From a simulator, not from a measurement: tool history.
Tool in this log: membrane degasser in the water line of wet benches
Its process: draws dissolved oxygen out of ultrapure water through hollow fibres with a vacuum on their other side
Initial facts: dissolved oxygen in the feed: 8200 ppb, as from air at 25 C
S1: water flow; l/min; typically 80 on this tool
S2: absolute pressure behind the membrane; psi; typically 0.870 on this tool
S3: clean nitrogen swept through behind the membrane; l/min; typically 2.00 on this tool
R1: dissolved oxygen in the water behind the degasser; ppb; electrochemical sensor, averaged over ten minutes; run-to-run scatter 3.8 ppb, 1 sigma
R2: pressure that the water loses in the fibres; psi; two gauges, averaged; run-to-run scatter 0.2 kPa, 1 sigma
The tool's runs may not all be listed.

run,hour,S1,S2,S3,R1,R2
1,0.0,80,0.870,2.00,375.5,6.528
2,78.8,80,0.870,2.00,381.5,6.530
3,136.9,80,0.870,2.00,379.0,6.473
4,186.9,80,0.870,2.00,378.5,6.509
5,248.8,80,0.870,2.00,368.5,6.473
6,359.7,80,0.870,2.00,384.8,6.511
7,438.9,80,0.870,2.00,371.5,6.540
8,556.8,80,0.870,2.00,378.8,6.503
9,609.2,80,0.870,2.00,387.5,6.512
10,725.4,80,0.870,2.00,381.3,6.521
11,812.7,80,1.637,2.00,756.1,6.499
12,901.5,80,0.959,2.00,432.5,6.535
13,968.6,80,0.959,2.00,431.9,6.517
14,1062.7,80,0.959,4.48,302.1,6.501
15,1113.4,80,0.870,2.00,386.6,6.547
16,1221.9,80,0.870,2.00,387.3,6.554
17,1315.8,80,0.870,2.00,382.0,6.527
18,1379.6,80,0.870,2.00,385.7,6.554
19,1440.3,80,0.576,1.30,259.9,6.575
20,1533.0,80,1.875,1.30,1139.3,6.557
21,1584.7,72,0.870,4.02,228.4,5.945
22,1658.0,72,0.870,4.02,231.7,5.906
23,1760.4,72,0.870,4.02,231.2,5.912
24,1855.2,80,1.707,5.60,438.2,6.534
25,1929.8,109,0.870,2.60,652.4,8.960
26,1989.5,53,1.685,2.35,442.0,4.341
27,2078.1,53,1.685,2.35,439.9,4.357
28,2164.7,80,0.744,2.00,330.0,6.553
29,2268.2,80,0.870,4.68,278.8,6.546
30,2383.7,80,1.108,4.68,340.1,6.572
31,2465.6,80,1.108,4.68,345.3,6.570

Pick out some run-to-run changes in R1. Of each, how much would a tool without hidden state show as well, from the settings, what came in and chance, and how much is left for the hidden state and any gauge scatter not in both results compared?
Unlogged tool condition in this case: membrane still open, %; true pressure behind the membrane over the reading, kPa; air that leaks in behind the membrane, l/min; drift of the gauge itself on oxygen_ppb, %; drift of the gauge itself on loss_of_pressure_kpa, %.
Run 10 -> 11: S2 0.870 -> 1.637. R1 +374.8 ppb: hidden state +0.3, all else +374.5.
Run 19 -> 20: S2 0.576 -> 1.875. R1 +879.4 ppb: hidden state -2.7, all else +882.1.
Run 20 -> 21: S1 80 -> 72, S2 1.875 -> 0.870, S3 1.30 -> 4.02. R1 -910.9 ppb: hidden state -3.9, all else -907.0.
Run 24 -> 25: S1 80 -> 109, S2 1.707 -> 0.870, S3 5.60 -> 2.60. R1 +214.2 ppb: hidden state +11.4, all else +202.8.
Run 25 -> 26: S1 109 -> 53, S2 0.870 -> 1.685, S3 2.60 -> 2.35. R1 -210.4 ppb: hidden state -13.4, all else -197.0.
Run 27 -> 28: S1 53 -> 80, S2 1.685 -> 0.744, S3 2.35 -> 2.00. R1 -109.9 ppb: hidden state +8.6, all else -118.5.

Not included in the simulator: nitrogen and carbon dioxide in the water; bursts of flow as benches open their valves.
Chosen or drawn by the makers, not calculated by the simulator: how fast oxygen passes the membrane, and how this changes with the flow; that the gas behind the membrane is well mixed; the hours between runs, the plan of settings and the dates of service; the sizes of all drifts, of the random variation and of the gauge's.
